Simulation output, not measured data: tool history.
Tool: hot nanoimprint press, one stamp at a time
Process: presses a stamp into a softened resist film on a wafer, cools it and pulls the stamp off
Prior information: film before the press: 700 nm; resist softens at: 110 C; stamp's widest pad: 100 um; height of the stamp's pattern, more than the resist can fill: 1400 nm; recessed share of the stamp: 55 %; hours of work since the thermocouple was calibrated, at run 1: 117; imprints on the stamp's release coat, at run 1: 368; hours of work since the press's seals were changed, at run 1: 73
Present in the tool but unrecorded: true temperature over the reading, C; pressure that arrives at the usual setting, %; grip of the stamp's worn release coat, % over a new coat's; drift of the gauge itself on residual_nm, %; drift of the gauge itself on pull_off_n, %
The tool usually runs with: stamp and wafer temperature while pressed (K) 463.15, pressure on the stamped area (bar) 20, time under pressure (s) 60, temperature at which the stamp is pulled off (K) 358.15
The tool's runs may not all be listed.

run     day  stamp and wafer temperature while pressed (K)  pressure on the stamped area (bar)  time under pressure (s)  temperature at which the stamp is pulled off (K)  hours of work since the thermocouple was calibrated  imprints on the stamp's release coat  hours of work since the press's seals were changed  resist left under the stamp's widest pad (Å)  greatest force while the stamp is pulled off (N)
  1       0                                         463.15                                  20                       60                                            358.15                                                  117                                   368                                                  73                                          2615                                               150
  2   0.254                                         463.15                                  20                       60                                            358.15                                                  121                                   400                                                  77                                          2632                                               154
  3   0.754                                         463.15                                12.8                       60                                            358.15                                                  129                                   461                                                  85                                          3292                                               158
  4    1.25                                         463.15                                12.8                       60                                            358.15                                                  137                                   522                                                  93                                          3310                                               159
  5   1.642                                         463.15                                  20                       60                                            357.15                                                  143                                   570                                                  99                                          2609                                               165
  6   2.004                                         463.15                                26.2                       60                                            358.15                                                  149                                   615                                                 105                                          2245                                               166
  7   2.429                                         463.15                                26.2                       60                                            358.15                                                  156                                   667                                                 112                                          2259                                               167
  8   2.912                                         463.15                                26.2                       60                                            358.15                                                  164                                   726                                                 119                                          2243                                               172
  9     3.2                                         463.15                                26.2                       60                                            358.15                                                  168                                   761                                                 124                                          2253                                               168
 10   3.658                                         463.15                                26.2                       60                                            358.15                                                  176                                   818                                                 131                                          2235                                               179
      3.817  -- plate thermocouple calibrated
 11       4                                         463.15                                26.8                       60                                            358.15                                                    3                                   844                                                 135                                          2195                                               173
 12   4.246                                         463.15                                26.8                       60                                            358.15                                                    7                                   875                                                 139                                          2181                                               179
 13   4.558                                         463.15                                26.8                       60                                            358.15                                                   12                                   913                                                 144                                          2207                                               181
      4.904  -- stamp cleaned and given a new release coat
 14   5.267                                         463.15                                26.8                       60                                            358.15                                                   19                                    44                                                 151                                          2206                                               131
 15   5.708                                         463.15                                  20                       41                                            358.15                                                   26                                    99                                                 158                                          2958                                               136
 16   6.104                                         463.15                                  20                       41                                            358.15                                                   33                                   147                                                 164                                          2969                                               137
 17   6.558                                         463.15                                  20                       73                                            354.15                                                   40                                   203                                                 172                                          2384                                               153
      6.817  -- plate thermocouple calibrated, once more
 18   7.004                                         463.15                                  20                       73                                            354.15                                                    3                                   242                                                 177                                          2490                                               145
 19   7.217                                         463.15                                  20                       73                                            354.15                                                    6                                   268                                                 180                                          2445                                               154
 20   7.483                                         451.15                                24.8                       78                                            348.15                                                   11                                   301                                                 185                                          3541                                               170
 21   7.833                                         451.15                                24.8                       78                                            348.15                                                   16                                   344                                                 190                                          3590                                               177
 22   8.146                                         451.15                                24.8                       78                                            348.15                                                   21                                   383                                                 195                                          3541                                               174
 23   8.583                                         451.15                                14.7                       78                                            348.15                                                   28                                   436                                                 202                                          4438                                               177
 24   9.025                                         464.15                                20.4                       51                                            358.15                                                   35                                   490                                                 209                                          2687                                               154
 25   9.438                                         464.15                                20.4                       51                                            358.15                                                   42                                   541                                                 216                                          2675                                               163
 26   9.854                                         472.15                                24.2                       60                                            360.15                                                   49                                   593                                                 223                                          1677                                               158
 27  10.088                                         475.15                                29.5                       95                                            360.15                                                   52                                   621                                                 226                                          1099                                               162
 28  10.512                                         463.15                                  20                       67                                            358.15                                                   59                                   673                                                 233                                          2531                                               168
 29  10.888                                         458.15                                23.3                       46                                            360.15                                                   65                                   719                                                 239                                          3258                                               160

4 ways to go on from here, each from the tool as it stands after run 29. What would each give?
  A  11.246                                         460.15                                  20                       43                                            357.15                                                   71                                   764                                                 245                                             ?                                                 ?
  B  11.246                                         463.15                                15.1                       79                                            356.15                                                   71                                   764                                                 245                                             ?                                                 ?
  C  11.246                                         463.15                                17.6                       60                                            358.15                                                   71                                   764                                                 245                                             ?                                                 ?
  D  11.246                                         463.15                                  20                      102                                            355.15                                                   71                                   764                                                 245                                             ?                                                 ?

run  resist left under the stamp's widest pad (Å)  greatest force while the stamp is pulled off (N)
  A                                          3318                                               176
  B                                          2789                                               178
  C                                          2812                                               170
  D                                          2146                                               180
Stripped of hidden state, with their random variation kept, the same runs would have yielded:
run  resist left under the stamp's widest pad (Å)  greatest force while the stamp is pulled off (N)
  A                                          3325                                               132
  B                                          2800                                               133
  C                                          2820                                               128
  D                                          2149                                               135
